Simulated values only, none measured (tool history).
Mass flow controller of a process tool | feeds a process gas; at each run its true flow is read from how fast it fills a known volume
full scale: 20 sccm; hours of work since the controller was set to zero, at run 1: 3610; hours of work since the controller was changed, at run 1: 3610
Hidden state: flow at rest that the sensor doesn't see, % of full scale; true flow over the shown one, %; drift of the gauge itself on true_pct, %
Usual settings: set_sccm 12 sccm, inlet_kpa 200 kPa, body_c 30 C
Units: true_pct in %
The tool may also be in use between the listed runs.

| run | day | set_sccm | inlet_kpa | body_c | hours of work since the controller was set to zero | hours of work since the controller was changed | true_pct |
|---|---|---|---|---|---|---|---|
| 1 | 0.000 | 12 | 200 | 30 | 3610 | 3610 | 102.26 |
| 2 | 5.350 | 12 | 200 | 30 | 3709 | 3709 | 102.38 |
| 3 | 8.938 | 12 | 200 | 30 | 3776 | 3776 | 102.31 |
| 4 | 11.962 | 10 | 200 | 30 | 3832 | 3832 | 102.47 |
| 5 | 15.500 | 3 | 200 | 30 | 3897 | 3897 | 104.99 |
| 6 | 19.404 | 12 | 200 | 28 | 3970 | 3970 | 102.60 |
| 7 | 23.321 | 12 | 200 | 28 | 4042 | 4042 | 102.60 |
| 8 | 26.154 | 12 | 178 | 30 | 4095 | 4095 | 102.56 |
| 9 | 29.717 | 12 | 178 | 30 | 4161 | 4161 | 102.58 |
| 10 | 32.879 | 12 | 178 | 20 | 4219 | 4219 | 102.84 |
| 11 | 36.512 | 12 | 178 | 20 | 4287 | 4287 | 102.73 |
| 12 | 41.208 | 12 | 178 | 20 | 4374 | 4374 | 102.99 |
| 13 | 44.138 | 12 | 178 | 20 | 4428 | 4428 | 102.91 |
| 14 | 48.412 | 12 | 178 | 20 | 4507 | 4507 | 103.01 |
| 15 | 51.267 | 12 | 178 | 20 | 4560 | 4560 | 103.07 |
| 16 | 55.996 | 12 | 178 | 20 | 4648 | 4648 | 103.09 |
| 17 | 61.525 | 12 | 178 | 20 | 4751 | 4751 | 103.13 |
| 18 | 63.883 | 12 | 200 | 30 | 4794 | 4794 | 103.09 |
| 19 | 69.646 | 12 | 200 | 30 | 4901 | 4901 | 103.13 |
| 20 | 75.192 | 17 | 185 | 27 | 5004 | 5004 | 102.95 |
| 21 | 77.725 | 9 | 200 | 27 | 5051 | 5051 | 103.49 |
| 22 | 80.396 | 9 | 200 | 27 | 5100 | 5100 | 103.60 |
| 23 | 84.733 | 9 | 200 | 27 | 5181 | 5181 | 103.65 |
| 24 | 89.412 | 9 | 200 | 27 | 5268 | 5268 | 103.69 |
| 25 | 91.858 | 9 | 200 | 27 | 5313 | 5313 | 103.67 |
| 26 | 94.762 | 9 | 200 | 27 | 5367 | 5367 | 103.84 |
| 27 | 100.058 | 8 | 242 | 32 | 5465 | 5465 | 103.82 |
| 28 | 105.454 | 8 | 242 | 32 | 5565 | 5565 | 103.99 |
| 29 | 111.283 | 18 | 180 | 35 | 5673 | 5673 | 103.12 |
| 30 | 116.000 | 6 | 181 | 30 | 5760 | 5760 | 104.67 |
| 31 | 120.050 | 6 | 181 | 30 | 5835 | 5835 | 104.64 |
| 32 | 124.175 | 12 | 264 | 30 | 5912 | 5912 | 103.75 |
| 33 | 129.704 | 12 | 198 | 30 | 6015 | 6015 | 103.66 |
| 34 | 134.325 | 3 | 200 | 20 | 6100 | 6100 | 108.12 |
| 35 | 138.646 | 8 | 220 | 30 | 6180 | 6180 | 104.48 |
| 36 | 142.104 | 8 | 220 | 30 | 6244 | 6244 | 104.52 |
| 37 | 147.233 | 4 | 200 | 30 | 6340 | 6340 | 106.50 |
| 38 | 152.492 | 4 | 167 | 23 | 6437 | 6437 | 106.88 |

Measured less the same run without the tool's hidden state. The same run-to-run variation is in both; the gauge's scatter may not be:
| run | true_pct |
|---|---|
| 1 | +2.77 |
| 2 | +2.84 |
| 3 | +2.87 |
| 4 | +3.09 |
| 5 | +5.87 |
| 6 | +2.99 |
| 7 | +3.04 |
| 8 | +3.07 |
| 9 | +3.10 |
| 10 | +3.14 |
| 11 | +3.18 |
| 12 | +3.23 |
| 13 | +3.26 |
| 14 | +3.31 |
| 15 | +3.34 |
| 16 | +3.40 |
| 17 | +3.46 |
| 18 | +3.49 |
| 19 | +3.55 |
| 20 | +3.25 |
| 21 | +4.06 |
| 22 | +4.10 |
| 23 | +4.15 |
| 24 | +4.21 |
| 25 | +4.23 |
| 26 | +4.27 |
| 27 | +4.56 |
| 28 | +4.64 |
| 29 | +3.55 |
| 30 | +5.48 |
| 31 | +5.54 |
| 32 | +4.17 |
| 33 | +4.23 |
| 34 | +8.75 |
| 35 | +5.08 |
| 36 | +5.13 |
| 37 | +7.52 |
| 38 | +7.62 |

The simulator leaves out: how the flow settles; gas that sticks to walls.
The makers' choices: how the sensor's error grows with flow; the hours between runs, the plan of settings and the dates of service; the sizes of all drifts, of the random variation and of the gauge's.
